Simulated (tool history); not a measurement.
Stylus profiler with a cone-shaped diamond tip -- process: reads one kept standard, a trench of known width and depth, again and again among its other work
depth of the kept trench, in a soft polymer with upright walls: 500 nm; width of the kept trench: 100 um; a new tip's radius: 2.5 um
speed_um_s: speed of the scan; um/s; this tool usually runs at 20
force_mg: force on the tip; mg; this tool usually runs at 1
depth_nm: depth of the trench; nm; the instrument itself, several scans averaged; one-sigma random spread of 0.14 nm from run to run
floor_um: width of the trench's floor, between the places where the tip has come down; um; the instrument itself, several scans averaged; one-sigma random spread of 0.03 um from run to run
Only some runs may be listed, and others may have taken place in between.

| run | hour | speed_um_s | force_mg | depth_nm | floor_um |
|---|---|---|---|---|---|
| 1 | 0.0 | 20 | 1 | 503.49 | 96.62 |
| 2 | 25.2 | 20 | 1 | 503.36 | 96.60 |
| 3 | 44.3 | 20 | 1 | 503.05 | 96.63 |
| 4 | 67.9 | 20 | 1 | 503.33 | 96.63 |
| 5 | 87.2 | 20 | 1 | 503.42 | 96.60 |
| 6 | 108.6 | 20 | 1 | 503.36 | 96.59 |

Run 7 comes next. What will it give?
| 7 | 120.8 | 20 | 1 | ? | ? |

depth_nm: 503.25 nm
floor_um: 96.56 um
Were there no unlogged condition in the tool, this run, its random variation unchanged, would have produced depth_nm 503.44 nm, floor_um 96.82 um.

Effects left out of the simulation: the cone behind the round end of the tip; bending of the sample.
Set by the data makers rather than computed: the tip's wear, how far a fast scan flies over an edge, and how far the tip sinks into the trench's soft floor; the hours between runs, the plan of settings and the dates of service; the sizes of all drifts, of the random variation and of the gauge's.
